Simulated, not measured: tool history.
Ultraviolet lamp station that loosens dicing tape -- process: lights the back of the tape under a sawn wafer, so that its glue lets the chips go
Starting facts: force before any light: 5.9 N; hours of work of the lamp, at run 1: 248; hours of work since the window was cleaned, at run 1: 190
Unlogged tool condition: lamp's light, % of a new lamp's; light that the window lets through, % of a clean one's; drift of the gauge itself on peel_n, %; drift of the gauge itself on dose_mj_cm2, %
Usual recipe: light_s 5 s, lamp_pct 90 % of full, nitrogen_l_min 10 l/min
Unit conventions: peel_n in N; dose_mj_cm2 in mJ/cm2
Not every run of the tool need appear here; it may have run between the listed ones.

| run | day | light_s | lamp_pct | nitrogen_l_min | hours of work of the lamp | hours of work since the window was cleaned | peel_n | dose_mj_cm2 |
|---|---|---|---|---|---|---|---|---|
| 1 | 0.000 | 5 | 90 | 10 | 248 | 190 | 0.437 | 561 |
| 2 | 0.650 | 5 | 90 | 10 | 257 | 199 | 0.447 | 552 |
| 3 | 1.488 | 5 | 90 | 10 | 267 | 209 | 0.455 | 555 |
| 4 | 2.258 | 5 | 90 | 10 | 277 | 219 | 0.435 | 543 |
| 5 | 3.396 | 5 | 90 | 10 | 292 | 234 | 0.458 | 539 |
| 6 | 4.575 | 5 | 90 | 10 | 307 | 249 | 0.448 | 537 |
| 7 | 5.617 | 5 | 90 | 10 | 320 | 262 | 0.461 | 528 |
| 8 | 6.462 | 5 | 90 | 10 | 331 | 273 | 0.478 | 524 |
| 9 | 7.329 | 5 | 90 | 10 | 342 | 284 | 0.507 | 520 |
| 10 | 8.292 | 8 | 90 | 10 | 354 | 297 | 0.274 | 822 |
| 11 | 9.588 | 5 | 90 | 10 | 371 | 313 | 0.493 | 507 |
| 12 | 10.167 | 4 | 90 | 10 | 378 | 321 | 0.750 | 406 |
| 13 | 11.225 | 4 | 90 | 10 | 392 | 334 | 0.723 | 403 |
|  | 11.617 | window cleaned of glue's vapour |
| 14 | 12.046 | 4 | 90 | 10 | 402 | 5 | 0.585 | 468 |
| 15 | 12.596 | 4 | 90 | 10 | 409 | 13 | 0.540 | 469 |
| 16 | 13.479 | 5 | 90 | 10 | 420 | 24 | 0.409 | 579 |
| 17 | 14.112 | 5 | 90 | 10 | 429 | 32 | 0.424 | 570 |
| 18 | 14.917 | 5 | 87 | 10 | 439 | 42 | 0.438 | 550 |
| 19 | 16.088 | 5 | 87 | 10 | 454 | 57 | 0.466 | 545 |
| 20 | 16.858 | 8 | 75 | 10 | 464 | 67 | 0.302 | 747 |
| 21 | 18.042 | 6 | 79 | 4 | 479 | 82 | 0.782 | 578 |
| 22 | 19.200 | 6 | 79 | 4 | 494 | 97 | 0.790 | 574 |
| 23 | 20.154 | 3 | 89 | 10 | 506 | 109 | 1.090 | 322 |
| 24 | 21.242 | 3 | 76 | 6 | 520 | 123 | 1.756 | 273 |
| 25 | 22.092 | 7 | 62 | 15 | 531 | 134 | 0.396 | 509 |
| 26 | 23.408 | 5 | 84 | 4 | 548 | 151 | 0.999 | 486 |
| 27 | 24.396 | 7 | 72 | 13 | 560 | 164 | 0.357 | 586 |
| 28 | 24.975 | 7 | 72 | 13 | 568 | 171 | 0.366 | 575 |
| 29 | 25.833 | 9 | 97 | 13 | 579 | 182 | 0.229 | 992 |
| 30 | 26.479 | 9 | 97 | 13 | 587 | 190 | 0.235 | 978 |
| 31 | 27.800 | 10 | 96 | 5 | 604 | 207 | 0.279 | 1073 |
| 32 | 28.650 | 9 | 74 | 14 | 615 | 218 | 0.278 | 735 |
| 33 | 29.596 | 2 | 74 | 5 | 627 | 230 | 2.981 | 161 |
| 34 | 30.717 | 5 | 70 | 10 | 641 | 245 | 0.819 | 379 |
| 35 | 31.488 | 3 | 90 | 10 | 651 | 254 | 1.240 | 289 |
| 36 | 32.783 | 6 | 91 | 14 | 668 | 271 | 0.343 | 579 |
| 37 | 33.354 | 5 | 65 | 8 | 675 | 278 | 1.127 | 342 |

3 ways to go on from here, each from the tool as it stands after run 37. What would each give?
| A | 33.912 | 5 | 90 | 15 | 682 | 285 | ? | ? |
| B | 33.912 | 5 | 67 | 3 | 682 | 285 | ? | ? |
| C | 33.912 | 6 | 63 | 4 | 682 | 285 | ? | ? |

| run | peel_n | dose_mj_cm2 |
|---|---|---|
| A | 0.446 | 470 |
| B | 1.857 | 345 |
| C | 1.336 | 401 |
With the hidden condition removed and each run's random variation left untouched, the same runs would have given:
| run | peel_n | dose_mj_cm2 |
|---|---|---|
| A | 0.286 | 655 |
| B | 1.226 | 483 |
| C | 0.818 | 559 |
